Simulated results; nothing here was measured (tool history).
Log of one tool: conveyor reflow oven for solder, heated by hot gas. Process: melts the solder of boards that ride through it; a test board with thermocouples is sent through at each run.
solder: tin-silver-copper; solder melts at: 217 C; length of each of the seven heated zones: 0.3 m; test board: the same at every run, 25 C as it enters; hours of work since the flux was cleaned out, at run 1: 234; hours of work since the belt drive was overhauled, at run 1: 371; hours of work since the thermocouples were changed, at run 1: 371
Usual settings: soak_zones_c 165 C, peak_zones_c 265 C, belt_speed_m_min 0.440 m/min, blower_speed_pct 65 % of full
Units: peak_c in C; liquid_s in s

run,hour,soak_zones_c,peak_zones_c,belt_speed_m_min,blower_speed_pct,hours of work since the flux was cleaned out,hours of work since the belt drive was overhauled,hours of work since the thermocouples were changed,peak_c,liquid_s
1,0.0,165,265,0.440,65,234,371,371,244.1,51.0
2,60.4,165,265,0.440,65,273,411,411,245.2,50.5
3,134.3,165,265,0.440,65,322,460,460,244.2,51.0
4,194.2,165,265,0.440,65,362,499,499,244.7,51.4
5,245.1,165,265,0.440,65,396,533,533,244.6,50.2
# hour 295.4: flux residue cleaned out of gas plates and filters
6,323.4,165,265,0.440,65,19,581,581,243.2,49.6
7,382.1,165,265,0.440,65,57,620,620,243.5,50.0
8,453.4,165,265,0.440,65,104,667,667,243.1,48.7
# hour 487.1: flux residue cleaned out of gas plates and filters, once more
9,518.3,165,265,0.440,65,21,707,707,244.9,52.1
10,574.9,165,260,0.440,65,58,744,744,240.9,47.1
11,650.7,165,260,0.440,65,108,795,795,240.7,47.8
12,715.5,165,265,0.440,57,151,837,837,242.1,48.2
13,777.7,165,265,0.440,69,192,879,879,245.8,52.7
14,813.5,165,265,0.440,69,216,902,902,245.2,52.9
15,850.4,165,257,0.440,65,240,927,927,237.2,43.0
16,885.5,167,272,0.440,65,264,950,950,251.2,58.5
17,947.4,165,265,0.413,75,304,991,991,248.0,60.6
18,1015.9,170,265,0.476,75,350,1036,1036,244.8,48.6
19,1083.0,170,265,0.476,75,394,1081,1081,244.7,49.2
# hour 1136.9: flux residue cleaned out of gas plates and filters
20,1142.2,165,254,0.463,65,3,1116,1116,234.5,37.3
# hour 1223.9: thermocouples of zones 6 and 7 changed
21,1223.9,159,279,0.497,70,56,1169,0,254.0,50.8
# hour 1249.5: belt drive overhauled, speed set with a stopwatch
22,1276.2,165,262,0.440,59,88,18,32,241.3,46.8
23,1331.3,165,263,0.477,53,125,54,68,236.1,35.5
24,1386.0,172,263,0.378,53,161,90,105,246.0,65.1
25,1448.5,172,263,0.378,53,202,132,146,247.6,65.3
26,1529.1,172,263,0.378,53,255,185,199,245.6,64.2
27,1587.4,178,253,0.441,73,294,224,238,238.8,50.1
28,1669.0,178,253,0.441,73,348,277,292,238.9,50.8
29,1704.0,178,253,0.441,73,371,301,315,238.5,49.6

3 ways to go on from here, each from the tool as it stands after run 29. What would each give?
A,1768.2,161,254,0.441,65,414,343,357,?,?
B,1768.2,169,264,0.370,73,414,343,357,?,?
C,1768.2,165,254,0.440,54,414,343,357,?,?

run,peak_c,liquid_s
A,234.5,37.4
B,252.0,72.6
C,232.0,33.2
Without the tool's hidden state the same runs would have given:
run,peak_c,liquid_s
A,236.0,39.6
B,253.3,73.5
C,233.3,35.2
